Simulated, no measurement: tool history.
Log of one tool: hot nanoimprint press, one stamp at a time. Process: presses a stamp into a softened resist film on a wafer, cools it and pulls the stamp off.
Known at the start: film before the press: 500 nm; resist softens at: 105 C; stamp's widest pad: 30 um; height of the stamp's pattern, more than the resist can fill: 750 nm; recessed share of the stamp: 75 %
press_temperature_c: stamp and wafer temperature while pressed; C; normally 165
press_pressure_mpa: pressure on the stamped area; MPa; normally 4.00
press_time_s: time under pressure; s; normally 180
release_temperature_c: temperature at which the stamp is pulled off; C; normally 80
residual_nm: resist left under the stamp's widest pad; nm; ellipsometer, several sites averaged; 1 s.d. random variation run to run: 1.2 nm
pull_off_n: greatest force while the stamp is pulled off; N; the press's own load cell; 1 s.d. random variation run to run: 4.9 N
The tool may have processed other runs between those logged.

| run | hour | press_temperature_c | press_pressure_mpa | press_time_s | release_temperature_c | residual_nm | pull_off_n |
|---|---|---|---|---|---|---|---|
| 1 | 0.0 | 165 | 4.00 | 180 | 80 | 285.7 | 321 |
| 2 | 62.2 | 165 | 5.63 | 180 | 80 | 244.3 | 344 |
| 3 | 99.9 | 165 | 5.63 | 180 | 80 | 242.9 | 351 |
|  | 150.7 | stamp cleaned and given a new release coat |
| 4 | 182.4 | 165 | 5.86 | 180 | 80 | 236.8 | 249 |
| 5 | 259.8 | 165 | 5.86 | 180 | 73 | 235.2 | 312 |
| 6 | 347.0 | 165 | 4.00 | 180 | 80 | 273.0 | 304 |
| 7 | 409.9 | 168 | 4.00 | 180 | 80 | 238.4 | 314 |
| 8 | 458.1 | 168 | 4.00 | 180 | 80 | 236.1 | 335 |
|  | 497.8 | stamp cleaned and given a new release coat |
| 9 | 502.1 | 168 | 4.00 | 180 | 80 | 232.7 | 233 |
| 10 | 539.4 | 168 | 4.00 | 180 | 80 | 234.6 | 250 |
| 11 | 622.4 | 168 | 4.00 | 180 | 80 | 231.4 | 273 |
|  | 636.3 | press's hydraulic seals changed and the load cell set to zero |
| 12 | 716.3 | 168 | 4.00 | 180 | 80 | 224.8 | 299 |
| 13 | 795.7 | 168 | 4.00 | 180 | 80 | 222.1 | 334 |
|  | 829.0 | plate thermocouple calibrated |
|  | 859.7 | stamp cleaned and given a new release coat |
| 14 | 881.9 | 168 | 4.00 | 180 | 80 | 247.5 | 252 |
| 15 | 921.7 | 157 | 3.19 | 180 | 84 | 406.9 | 233 |
| 16 | 966.2 | 157 | 3.19 | 180 | 84 | 407.0 | 251 |
| 17 | 1041.6 | 157 | 3.19 | 275 | 67 | 370.9 | 363 |
| 18 | 1112.1 | 157 | 3.19 | 275 | 85 | 371.0 | 304 |

For run 19, what comes out?
| 19 | 1181.8 | 162 | 2.72 | 185 | 72 | ? | ? |

Run 19 produced residual_nm 353.8 nm, pull_off_n 389 N.
Minus the tool's unlogged condition, the same run would have read residual_nm 365.5 nm, pull_off_n 260 N.
